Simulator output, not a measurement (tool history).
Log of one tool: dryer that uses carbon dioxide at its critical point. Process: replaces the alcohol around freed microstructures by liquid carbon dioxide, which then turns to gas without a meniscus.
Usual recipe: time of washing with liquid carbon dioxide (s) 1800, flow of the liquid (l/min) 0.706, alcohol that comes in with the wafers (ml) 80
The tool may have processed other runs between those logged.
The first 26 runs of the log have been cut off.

run   hour  time of washing with liquid carbon dioxide (s)  flow of the liquid (l/min)  alcohol that comes in with the wafers (ml)  alcohol left in the vessel before it's heated (ppm by volume)
 27  507.8                                            1800                       0.545                                          80                                                            781
 28  523.7                                            1680                       0.683                                          23                                                            148
 29  546.3                                            1680                       0.683                                          23                                                            164
 30  568.8                                            1680                       0.683                                          23                                                            170
 31  590.5                                            1560                       0.706                                          31                                                            240
 32    612                                            1320                       0.957                                          31                                                            154
 33    635                                            1320                       0.957                                          31                                                            163
 34  649.8                                            1140                       0.597                                          55                                                           1490
 35  663.6                                            1140                       0.597                                          55                                                           1532
 36  685.3                                            1380                       1.171                                          47                                                            115
 37  701.4                                            1200                       0.535                                          47                                                           1533
 38  726.7                                            1560                       0.735                                          80                                                            510
 39  749.2                                            1800                       0.706                                          62                                                            315

Consider 4 possible next runs. They are alternatives, not a sequence: every one starts from the tool as it was left by run 39. What does each give?
  A  771.1                                            1800                       0.792                                          74                                                              ?
  B  771.1                                            2820                       0.853                                          62                                                              ?
  C  771.1                                            1200                       0.706                                          62                                                              ?
  D  771.1                                            1800                       0.941                                          65                                                              ?

run  alcohol left in the vessel before it's heated (ppm by volume)
  A                                                            249
  B                                                            108
  C                                                           1003
  D                                                            142
The same runs, with their run-to-run variation unchanged, on a tool lacking any hidden condition would have given:
run  alcohol left in the vessel before it's heated (ppm by volume)
  A                                                            103
  B                                                             17
  C                                                            707
  D                                                             30
